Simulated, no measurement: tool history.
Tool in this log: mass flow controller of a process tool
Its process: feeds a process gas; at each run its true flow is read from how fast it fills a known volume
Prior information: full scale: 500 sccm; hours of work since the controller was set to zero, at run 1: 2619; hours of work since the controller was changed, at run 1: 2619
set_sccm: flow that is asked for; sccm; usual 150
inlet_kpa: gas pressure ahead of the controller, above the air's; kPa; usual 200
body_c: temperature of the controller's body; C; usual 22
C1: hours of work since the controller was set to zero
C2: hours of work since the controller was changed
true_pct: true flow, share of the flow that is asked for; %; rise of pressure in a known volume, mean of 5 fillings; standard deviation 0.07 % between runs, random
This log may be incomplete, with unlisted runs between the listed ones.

run 1 day=0 | set_sccm=150 inlet_kpa=200 body_c=22 | C1=2619 C2=2619 | true_pct=100.19
run 2 day=20.446 | set_sccm=150 inlet_kpa=200 body_c=22 | C1=2894 C2=2894 | true_pct=100.47
run 3 day=36.521 | set_sccm=150 inlet_kpa=200 body_c=22 | C1=3109 C2=3109 | true_pct=100.73
run 4 day=49.688 | set_sccm=87 inlet_kpa=200 body_c=22 | C1=3286 C2=3286 | true_pct=102.47
run 5 day=58.567 | set_sccm=87 inlet_kpa=200 body_c=22 | C1=3405 C2=3405 | true_pct=102.63
run 6 day=75.558 | set_sccm=87 inlet_kpa=200 body_c=22 | C1=3634 C2=3634 | true_pct=103.12
run 7 day=87.554 | set_sccm=87 inlet_kpa=200 body_c=22 | C1=3795 C2=3795 | true_pct=103.3
run 8 day=104.604 | set_sccm=150 inlet_kpa=200 body_c=22 | C1=4023 C2=4023 | true_pct=101.52
run 9 day=123.617 | set_sccm=150 inlet_kpa=200 body_c=22 | C1=4279 C2=4279 | true_pct=101.72
run 10 day=142.967 | set_sccm=150 inlet_kpa=200 body_c=22 | C1=4538 C2=4538 | true_pct=101.99
run 11 day=162.442 | set_sccm=150 inlet_kpa=200 body_c=22 | C1=4800 C2=4800 | true_pct=102.37
run 12 day=173.146 | set_sccm=150 inlet_kpa=200 body_c=22 | C1=4944 C2=4944 | true_pct=102.42
-- day=181.229 controller's zero set anew
run 13 day=186.304 | set_sccm=150 inlet_kpa=200 body_c=21 | C1=68 C2=5120 | true_pct=98.4
run 14 day=203.854 | set_sccm=150 inlet_kpa=200 body_c=21 | C1=304 C2=5356 | true_pct=98.66
run 15 day=213.583 | set_sccm=401 inlet_kpa=200 body_c=21 | C1=434 C2=5486 | true_pct=99.8
run 16 day=228.45 | set_sccm=146 inlet_kpa=154 body_c=22 | C1=634 C2=5686 | true_pct=99.43
run 17 day=248.188 | set_sccm=146 inlet_kpa=154 body_c=22 | C1=899 C2=5951 | true_pct=99.51
run 18 day=261.729 | set_sccm=146 inlet_kpa=154 body_c=22 | C1=1081 C2=6133 | true_pct=99.86
run 19 day=274.167 | set_sccm=150 inlet_kpa=174 body_c=40 | C1=1248 C2=6299 | true_pct=101.5
run 20 day=289.121 | set_sccm=69 inlet_kpa=174 body_c=40 | C1=1448 C2=6500 | true_pct=102.84
run 21 day=303.188 | set_sccm=69 inlet_kpa=170 body_c=30 | C1=1637 C2=6689 | true_pct=102.28
run 22 day=318.621 | set_sccm=69 inlet_kpa=170 body_c=30 | C1=1844 C2=6896 | true_pct=102.74
run 23 day=328.575 | set_sccm=69 inlet_kpa=167 body_c=23 | C1=1978 C2=7030 | true_pct=102.38
run 24 day=348.275 | set_sccm=69 inlet_kpa=167 body_c=23 | C1=2243 C2=7294 | true_pct=102.96
run 25 day=360.967 | set_sccm=195 inlet_kpa=167 body_c=23 | C1=2413 C2=7465 | true_pct=100.8
run 26 day=372.55 | set_sccm=350 inlet_kpa=212 body_c=27 | C1=2568 C2=7620 | true_pct=100.91
run 27 day=391.042 | set_sccm=292 inlet_kpa=260 body_c=33 | C1=2817 C2=7869 | true_pct=101.26

Alternative continuations, all from the tool just after run 27; predict every row:
run A day=401.733 | set_sccm=292 inlet_kpa=167 body_c=28 | C1=2960 C2=8012 | true_pct=?
run B day=401.733 | set_sccm=53 inlet_kpa=200 body_c=22 | C1=2960 C2=8012 | true_pct=?
run C day=401.733 | set_sccm=292 inlet_kpa=157 body_c=33 | C1=2960 C2=8012 | true_pct=?
run D day=401.733 | set_sccm=169 inlet_kpa=200 body_c=22 | C1=2960 C2=8012 | true_pct=?
run E day=401.733 | set_sccm=51 inlet_kpa=200 body_c=22 | C1=2960 C2=8012 | true_pct=?

run=A true_pct=101.54
run=B true_pct=105.61
run=C true_pct=102.18
run=D true_pct=101.07
run=E true_pct=105.9
With the hidden condition removed and each run's random variation left untouched, the same runs would have given:
run=A true_pct=99.32
run=B true_pct=97.39
run=C true_pct=99.97
run=D true_pct=97.89
run=E true_pct=97.4

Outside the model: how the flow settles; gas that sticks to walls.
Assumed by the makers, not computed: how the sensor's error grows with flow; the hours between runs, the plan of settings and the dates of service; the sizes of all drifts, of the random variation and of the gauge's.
